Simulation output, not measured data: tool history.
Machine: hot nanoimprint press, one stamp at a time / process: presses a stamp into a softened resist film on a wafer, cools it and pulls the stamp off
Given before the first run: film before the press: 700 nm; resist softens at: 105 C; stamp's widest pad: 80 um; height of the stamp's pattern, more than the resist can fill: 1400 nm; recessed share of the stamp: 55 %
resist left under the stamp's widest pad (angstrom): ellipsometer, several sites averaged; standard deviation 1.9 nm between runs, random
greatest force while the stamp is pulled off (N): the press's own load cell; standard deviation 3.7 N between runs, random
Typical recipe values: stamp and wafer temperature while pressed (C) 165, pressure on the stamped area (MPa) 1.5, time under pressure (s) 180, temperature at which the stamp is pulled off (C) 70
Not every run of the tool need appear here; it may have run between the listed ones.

| run | day | stamp and wafer temperature while pressed (C) | pressure on the stamped area (MPa) | time under pressure (s) | temperature at which the stamp is pulled off (C) | resist left under the stamp's widest pad (angstrom) | greatest force while the stamp is pulled off (N) |
|---|---|---|---|---|---|---|---|
| 1 | 0 | 165 | 1.5 | 180 | 70 | 3139 | 234 |
| 2 | 0.329 | 160 | 1.5 | 180 | 70 | 4071 | 238 |
| 3 | 0.612 | 160 | 1.5 | 180 | 70 | 4119 | 234 |
| 4 | 0.938 | 160 | 1.5 | 180 | 70 | 4110 | 246 |
| 5 | 1.242 | 160 | 1.5 | 180 | 70 | 4150 | 245 |
| 6 | 1.479 | 160 | 1.5 | 180 | 70 | 4090 | 246 |
| 7 | 1.783 | 160 | 1.5 | 180 | 70 | 4145 | 251 |
| 8 | 2.162 | 160 | 1.5 | 180 | 70 | 4101 | 253 |
| 9 | 2.329 | 165 | 1.5 | 180 | 70 | 3157 | 244 |
| 10 | 2.533 | 165 | 1.5 | 180 | 70 | 3108 | 259 |
| 11 | 2.808 | 161 | 1.5 | 180 | 70 | 3939 | 251 |
| 12 | 3.142 | 161 | 1.5 | 180 | 70 | 3878 | 261 |
| 13 | 3.517 | 161 | 1.5 | 180 | 70 | 3900 | 266 |
| 14 | 3.9 | 161 | 1.5 | 180 | 70 | 3884 | 263 |
| 15 | 4.062 | 161 | 1.5 | 180 | 70 | 3920 | 264 |
| 16 | 4.258 | 161 | 1.5 | 180 | 70 | 3953 | 264 |
| 17 | 4.596 | 168 | 1.66 | 112 | 73 | 2996 | 258 |
| 18 | 4.925 | 168 | 1.66 | 112 | 73 | 2950 | 268 |
| 19 | 5.204 | 168 | 1.66 | 112 | 73 | 2962 | 260 |
| 20 | 5.433 | 161 | 1.5 | 180 | 70 | 3948 | 264 |
|  | 5.892 | stamp cleaned and given a new release coat |
| 21 | 6.025 | 170 | 1.5 | 180 | 71 | 2414 | 183 |
| 22 | 6.258 | 156 | 2.37 | 180 | 66 | 4202 | 187 |
| 23 | 6.438 | 158 | 1.5 | 180 | 70 | 4602 | 180 |
| 24 | 6.762 | 165 | 1.5 | 141 | 70 | 3456 | 189 |
| 25 | 7.071 | 165 | 1.5 | 141 | 70 | 3449 | 181 |
| 26 | 7.333 | 165 | 1.5 | 141 | 70 | 3475 | 191 |
| 27 | 7.525 | 165 | 1.5 | 141 | 70 | 3514 | 193 |
| 28 | 7.729 | 165 | 1.5 | 306 | 69 | 2691 | 192 |
| 29 | 8.096 | 165 | 1.5 | 306 | 56 | 2729 | 231 |
| 30 | 8.254 | 165 | 1.5 | 306 | 56 | 2680 | 225 |
| 31 | 8.604 | 175 | 1.71 | 181 | 72 | 1721 | 195 |

Hidden state or all else? Some run-to-run changes of resist left under the stamp's widest pad (angstrom), split into what the settings, what came in and random variation would give without the hidden state, and what is left for the hidden state (with any gauge scatter that isn't in both results):
The hidden state here: true temperature over the reading, C; pressure that arrives at the usual setting, %; grip of the stamp's worn release coat, % over a new coat's; drift of the gauge itself on residual_nm, %; drift of the gauge itself on pull_off_n, %.
Run 20 -> 21: stamp and wafer temperature while pressed (C) 161 -> 170, temperature at which the stamp is pulled off (C) 70 -> 71, stamp cleaned and given a new release coat. resist left under the stamp's widest pad (angstrom) -1534: hidden state -34, all else -1500.
Run 21 -> 22: stamp and wafer temperature while pressed (C) 170 -> 156, pressure on the stamped area (MPa) 1.5 -> 2.37, temperature at which the stamp is pulled off (C) 71 -> 66. resist left under the stamp's widest pad (angstrom) +1788: hidden state +76, all else +1712.
Run 23 -> 24: stamp and wafer temperature while pressed (C) 158 -> 165, time under pressure (s) 180 -> 141. resist left under the stamp's widest pad (angstrom) -1146: hidden state -13, all else -1133.
Run 30 -> 31: stamp and wafer temperature while pressed (C) 165 -> 175, pressure on the stamped area (MPa) 1.5 -> 1.71, time under pressure (s) 306 -> 181, temperature at which the stamp is pulled off (C) 56 -> 72. resist left under the stamp's widest pad (angstrom) -959: hidden state -38, all else -921.
